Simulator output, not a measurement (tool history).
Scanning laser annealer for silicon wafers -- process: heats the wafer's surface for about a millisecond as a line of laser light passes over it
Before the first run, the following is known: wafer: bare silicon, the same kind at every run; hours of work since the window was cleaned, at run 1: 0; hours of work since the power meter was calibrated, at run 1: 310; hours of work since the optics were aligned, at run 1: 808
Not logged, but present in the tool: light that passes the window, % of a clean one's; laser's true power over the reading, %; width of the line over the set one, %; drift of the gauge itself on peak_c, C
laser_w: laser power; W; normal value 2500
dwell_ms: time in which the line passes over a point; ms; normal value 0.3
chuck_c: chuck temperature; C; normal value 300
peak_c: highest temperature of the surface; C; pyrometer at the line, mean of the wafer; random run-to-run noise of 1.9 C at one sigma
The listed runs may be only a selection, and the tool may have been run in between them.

run	hour	laser_w	dwell_ms	chuck_c	hours of work since the window was cleaned	hours of work since the power meter was calibrated	hours of work since the optics were aligned	peak_c
1	0	2500	0.3	300	0	310	808	1100
2	35.7	2500	0.3	300	17	326	825	1100
3	84	2500	0.24	300	40	349	848	1002
4	119	2500	0.24	300	56	366	865	998
5	161.2	2500	0.24	300	76	386	885	995
6	220.2	2500	0.24	300	104	413	912	989
7	271.2	2500	0.24	300	128	438	936	991
8	319.6	2500	0.3	300	151	460	959	1082
9	372.9	2500	0.3	296	176	485	984	1075
10	430.9	2500	0.3	296	203	513	1012	1067
11	464.4	2500	0.218	300	219	529	1028	939
12	506.6	2500	0.218	300	239	549	1047	936
13	543	2500	0.218	300	256	566	1065	937
14	613	2500	0.218	300	289	599	1098	933
15	660.5	2500	0.218	300	312	621	1120	928
16	689.6	2500	0.3	300	325	635	1134	1052
17	752.3	2470	0.219	300	355	664	1163	915
18	782.2	2470	0.219	300	369	679	1177	911
19	842.8	2406	0.3	339	398	707	1206	1048
# hour 913.1: window over the wafer cleaned
20	914.7	2500	0.373	321	1	740	1239	1219
21	950	2253	0.373	330	17	757	1256	1110
22	1018	2253	0.373	273	49	789	1288	1046
23	1073.9	2332	0.237	300	76	815	1314	919
24	1114.2	2332	0.237	300	95	834	1333	917
25	1151	2332	0.237	300	112	852	1350	912
26	1212.3	2180	0.237	336	141	881	1379	894
27	1263.2	2180	0.237	336	165	905	1403	895
28	1327.6	2315	0.335	336	196	935	1434	1073
29	1359.6	2315	0.335	336	211	950	1449	1066
30	1416	2315	0.335	336	237	977	1475	1063
31	1447.2	2315	0.335	336	252	991	1490	1061

Entry by entry between the runs, the difference in hidden state between the last listed run before and the first listed run after:
Runs 19 to 20: window over the wafer cleaned (hour 913.1)
  light that passes the window, % of a clean one's: 95.29 -> 99.68; laser's true power over the reading, %: -0.44 -> -0.46; width of the line over the set one, %: 4.14 -> 4.24
  measured less the result without the state, peak_c: -74 -> -38 C

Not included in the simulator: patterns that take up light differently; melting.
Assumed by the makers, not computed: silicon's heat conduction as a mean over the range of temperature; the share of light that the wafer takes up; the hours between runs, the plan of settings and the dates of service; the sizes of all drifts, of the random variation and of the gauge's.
